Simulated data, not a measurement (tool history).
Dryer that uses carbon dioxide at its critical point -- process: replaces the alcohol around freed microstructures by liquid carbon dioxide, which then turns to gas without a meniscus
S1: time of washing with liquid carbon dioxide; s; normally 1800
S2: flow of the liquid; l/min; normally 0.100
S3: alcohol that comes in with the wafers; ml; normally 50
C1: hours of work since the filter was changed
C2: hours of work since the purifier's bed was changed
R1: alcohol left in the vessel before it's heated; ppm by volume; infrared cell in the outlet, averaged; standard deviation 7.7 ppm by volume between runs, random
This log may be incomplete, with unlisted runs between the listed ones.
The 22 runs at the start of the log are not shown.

run,day,S1,S2,S3,C1,C2,R1
23,13.788,1140,0.100,20,156,438,1465
24,14.471,1320,0.093,33,169,451,1827
25,14.971,1320,0.093,33,179,460,1874
26,15.450,2460,0.157,33,188,469,88
27,15.850,1260,0.091,50,195,477,3580
28,16.304,1260,0.091,50,204,485,3656
29,16.904,1260,0.091,50,215,497,3687
30,17.404,1260,0.108,50,225,506,1997
31,18.179,1260,0.108,50,239,521,2099
32,18.892,1620,0.133,48,253,534,308
# day 19.025: inlet filter changed
33,19.583,1380,0.070,32,10,546,3168
34,20.308,1800,0.069,50,24,560,2197
35,20.975,1800,0.069,50,37,573,2239
36,21.529,1800,0.069,50,47,583,2264
37,22.371,1800,0.084,35,63,599,819
38,23.171,2340,0.152,76,78,614,119
39,23.754,2340,0.152,76,89,625,109
40,24.529,1380,0.103,40,104,640,1231

4 options for the next run, each taken on its own from the tool as it stands now. Forecast them:
A,25.208,1860,0.115,105,117,652,?
B,25.208,1440,0.071,97,117,652,?
C,25.208,1560,0.148,21,117,652,?
D,25.208,1440,0.138,28,117,652,?

run,R1
A,471
B,8697
C,167
D,277
The same runs, with their run-to-run variation unchanged, on a tool lacking any hidden condition would have given:
run,R1
A,299
B,7819
C,44
D,141
